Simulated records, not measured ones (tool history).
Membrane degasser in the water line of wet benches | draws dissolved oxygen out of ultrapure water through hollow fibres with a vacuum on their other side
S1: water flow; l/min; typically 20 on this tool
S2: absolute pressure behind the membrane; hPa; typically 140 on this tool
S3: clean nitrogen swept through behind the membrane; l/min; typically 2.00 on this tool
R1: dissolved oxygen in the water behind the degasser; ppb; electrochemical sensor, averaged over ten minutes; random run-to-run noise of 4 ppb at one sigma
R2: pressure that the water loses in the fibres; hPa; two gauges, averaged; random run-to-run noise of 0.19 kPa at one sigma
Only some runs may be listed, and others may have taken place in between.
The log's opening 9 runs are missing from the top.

{"run": 10, "day": 12.579, "S1": 20, "S2": 140, "S3": 1.54, "R1": 474.4, "R2": 381.5}
{"run": 11, "day": 13.883, "S1": 20, "S2": 140, "S3": 1.54, "R1": 467.0, "R2": 382.5}
{"run": 12, "day": 14.992, "S1": 20, "S2": 140, "S3": 1.54, "R1": 473.0, "R2": 383.3}
{"run": 13, "day": 16.958, "S1": 20, "S2": 140, "S3": 1.54, "R1": 463.2, "R2": 384.8}
{"run": 14, "day": 18.671, "S1": 20, "S2": 140, "S3": 1.54, "R1": 462.2, "R2": 385.3}
{"run": 15, "day": 19.708, "S1": 20, "S2": 140, "S3": 1.54, "R1": 456.5, "R2": 385.4}
{"run": 16, "day": 20.888, "S1": 20, "S2": 198, "S3": 2.0, "R1": 532.4, "R2": 383.5}
{"run": 17, "day": 22.004, "S1": 27, "S2": 140, "S3": 2.0, "R1": 644.1, "R2": 520.1}
{"run": 18, "day": 24.017, "S1": 18, "S2": 140, "S3": 2.12, "R1": 328.9, "R2": 349.3}
{"run": 19, "day": 25.525, "S1": 15, "S2": 121, "S3": 1.12, "R1": 333.8, "R2": 288.1}
{"run": 20, "day": 27.146, "S1": 13, "S2": 91, "S3": 1.12, "R1": 198.0, "R2": 252.7}
{"run": 21, "day": 28.946, "S1": 30, "S2": 140, "S3": 2.0, "R1": 749.5, "R2": 582.3}
{"run": 22, "day": 30.438, "S1": 21, "S2": 90, "S3": 4.71, "R1": 248.8, "R2": 408.5}
{"run": 23, "day": 32.35, "S1": 16, "S2": 208, "S3": 1.17, "R1": 595.6, "R2": 307.6}
{"run": 24, "day": 33.812, "S1": 26, "S2": 303, "S3": 2.0, "R1": 1013.5, "R2": 501.6}

Estimate the outcome of run 25 from the log above:
{"run": 25, "day": 35.008, "S1": 16, "S2": 89, "S3": 2.04, "R1": "?", "R2": "?"}

R1: 186.1 ppb
R2: 309.0 hPa
Were there no unlogged condition in the tool, this run, its random variation unchanged, would have produced R1 185.9 ppb, R2 303.8 hPa.
